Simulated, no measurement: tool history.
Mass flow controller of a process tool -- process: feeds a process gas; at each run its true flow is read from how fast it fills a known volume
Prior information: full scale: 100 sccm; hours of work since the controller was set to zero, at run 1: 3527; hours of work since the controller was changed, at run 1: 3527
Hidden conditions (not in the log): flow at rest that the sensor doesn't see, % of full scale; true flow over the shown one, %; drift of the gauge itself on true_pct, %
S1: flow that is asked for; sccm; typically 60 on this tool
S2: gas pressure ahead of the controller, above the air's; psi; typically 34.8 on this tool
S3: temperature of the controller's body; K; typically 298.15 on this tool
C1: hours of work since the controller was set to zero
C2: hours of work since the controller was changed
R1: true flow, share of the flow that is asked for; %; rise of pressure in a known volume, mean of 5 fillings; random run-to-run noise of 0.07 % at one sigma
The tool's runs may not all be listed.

{"run": 1, "hour": 0.0, "S1": 60, "S2": 34.8, "S3": 298.15, "C1": 3527, "C2": 3527, "R1": 98.9}
{"run": 2, "hour": 162.9, "S1": 60, "S2": 34.8, "S3": 298.15, "C1": 3609, "C2": 3609, "R1": 98.79}
{"run": 3, "hour": 437.1, "S1": 60, "S2": 34.8, "S3": 298.15, "C1": 3747, "C2": 3747, "R1": 98.76}
{"run": 4, "hour": 750.1, "S1": 60, "S2": 34.8, "S3": 298.15, "C1": 3904, "C2": 3904, "R1": 98.75}
{"run": 5, "hour": 1061.9, "S1": 60, "S2": 34.8, "S3": 298.15, "C1": 4060, "C2": 4060, "R1": 98.72}
{"run": 6, "hour": 1191.3, "S1": 60, "S2": 34.8, "S3": 298.15, "C1": 4125, "C2": 4125, "R1": 98.76}
{"run": 7, "hour": 1416.9, "S1": 60, "S2": 34.8, "S3": 298.15, "C1": 4238, "C2": 4238, "R1": 98.74}
{"run": 8, "hour": 1684.3, "S1": 60, "S2": 37, "S3": 298.15, "C1": 4373, "C2": 4373, "R1": 98.83}
{"run": 9, "hour": 1892.5, "S1": 60, "S2": 37, "S3": 298.15, "C1": 4477, "C2": 4477, "R1": 98.74}
{"run": 10, "hour": 2172.4, "S1": 60, "S2": 37, "S3": 298.15, "C1": 4618, "C2": 4618, "R1": 98.85}
{"run": 11, "hour": 2366.0, "S1": 60, "S2": 34.8, "S3": 298.15, "C1": 4715, "C2": 4715, "R1": 98.68}
{"run": 12, "hour": 2616.5, "S1": 60, "S2": 34.8, "S3": 298.15, "C1": 4841, "C2": 4841, "R1": 98.82}
{"run": 13, "hour": 2787.0, "S1": 60, "S2": 34.8, "S3": 298.15, "C1": 4926, "C2": 4926, "R1": 98.59}
{"run": 14, "hour": 3024.2, "S1": 60, "S2": 34.8, "S3": 298.15, "C1": 5045, "C2": 5045, "R1": 98.69}
{"run": 15, "hour": 3153.6, "S1": 60, "S2": 34.8, "S3": 298.15, "C1": 5110, "C2": 5110, "R1": 98.78}
{"run": 16, "hour": 3429.7, "S1": 60, "S2": 34.8, "S3": 298.15, "C1": 5249, "C2": 5249, "R1": 98.7}
{"run": 17, "hour": 3599.6, "S1": 60, "S2": 34.8, "S3": 298.15, "C1": 5334, "C2": 5334, "R1": 98.64}
{"run": 18, "hour": 3895.0, "S1": 60, "S2": 34.8, "S3": 298.15, "C1": 5483, "C2": 5483, "R1": 98.72}
{"run": 19, "hour": 4154.7, "S1": 60, "S2": 34.8, "S3": 298.15, "C1": 5613, "C2": 5613, "R1": 98.8}
{"run": 20, "hour": 4381.0, "S1": 60, "S2": 22.3, "S3": 298.15, "C1": 5726, "C2": 5726, "R1": 98.65}
{"run": 21, "hour": 4661.0, "S1": 60, "S2": 34.8, "S3": 298.15, "C1": 5867, "C2": 5867, "R1": 98.66}
{"run": 22, "hour": 4955.1, "S1": 60, "S2": 34.8, "S3": 298.15, "C1": 6015, "C2": 6015, "R1": 98.78}
{"run": 23, "hour": 5149.5, "S1": 40, "S2": 34.8, "S3": 298.15, "C1": 6112, "C2": 6112, "R1": 99.09}
{"hour": 5163.0, "done": "controller's zero set anew"}
{"run": 24, "hour": 5446.7, "S1": 40, "S2": 34.8, "S3": 298.15, "C1": 142, "C2": 6261, "R1": 100.24}
{"run": 25, "hour": 5679.4, "S1": 40, "S2": 34.8, "S3": 298.15, "C1": 259, "C2": 6378, "R1": 100.16}
{"run": 26, "hour": 5818.7, "S1": 60, "S2": 32.3, "S3": 299.15, "C1": 329, "C2": 6448, "R1": 99.43}
{"hour": 5895.1, "done": "controller's zero set anew, once more"}
{"run": 27, "hour": 5978.4, "S1": 26, "S2": 26.4, "S3": 293.15, "C1": 42, "C2": 6528, "R1": 95.55}
{"run": 28, "hour": 6155.2, "S1": 26, "S2": 27, "S3": 302.15, "C1": 131, "C2": 6617, "R1": 96.18}
{"run": 29, "hour": 6413.2, "S1": 19, "S2": 40.6, "S3": 298.15, "C1": 260, "C2": 6746, "R1": 96.17}
{"run": 30, "hour": 6591.1, "S1": 19, "S2": 40.6, "S3": 298.15, "C1": 349, "C2": 6836, "R1": 96.08}
{"run": 31, "hour": 6866.6, "S1": 19, "S2": 40.6, "S3": 298.15, "C1": 488, "C2": 6974, "R1": 96.31}

For run 32, what comes out?
{"run": 32, "hour": 7142.7, "S1": 64, "S2": 30.7, "S3": 298.15, "C1": 626, "C2": 7112, "R1": "?"}

R1: 96.84 %
Were there no unlogged condition in the tool, this run, its random variation unchanged, would have produced R1 99.12 %.
